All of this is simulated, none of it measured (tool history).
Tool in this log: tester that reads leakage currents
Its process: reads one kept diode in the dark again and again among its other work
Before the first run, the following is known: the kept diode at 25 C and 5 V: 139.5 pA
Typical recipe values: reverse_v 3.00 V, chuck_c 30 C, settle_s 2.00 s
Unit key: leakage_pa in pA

run,hour,reverse_v,chuck_c,settle_s,leakage_pa
1,0.0,3.00,30,2.00,143.41
2,64.9,1.64,30,2.00,100.73
3,105.6,3.00,30,2.00,143.27
4,174.5,3.00,30,2.00,141.96
# hour 213.4: chuck's temperature calibrated
5,257.8,3.00,30,2.00,155.86
6,307.5,3.00,30,2.00,154.74
7,406.0,3.00,30,2.00,155.13
8,449.9,1.61,30,2.00,106.78
9,509.8,16.87,22,4.00,225.39
10,558.6,16.87,22,4.00,227.23
11,650.5,18.82,53,0.86,2301.29
12,726.5,18.82,24,0.86,282.65
13,772.5,3.00,30,0.43,151.92
14,865.5,4.44,30,5.35,187.08
15,951.6,3.00,30,0.73,148.75
16,1018.8,18.88,21,1.33,220.04

3 options for the next run, each taken on its own from the tool as it stands now. Forecast them:
A,1086.0,8.54,57,7.58,?
B,1086.0,18.88,33,3.24,?
C,1086.0,12.63,21,0.40,?

run,leakage_pa
A,1834.29
B,543.58
C,177.65
Without the tool's hidden state the same runs would have given:
run,leakage_pa
A,1928.83
B,564.63
C,180.56

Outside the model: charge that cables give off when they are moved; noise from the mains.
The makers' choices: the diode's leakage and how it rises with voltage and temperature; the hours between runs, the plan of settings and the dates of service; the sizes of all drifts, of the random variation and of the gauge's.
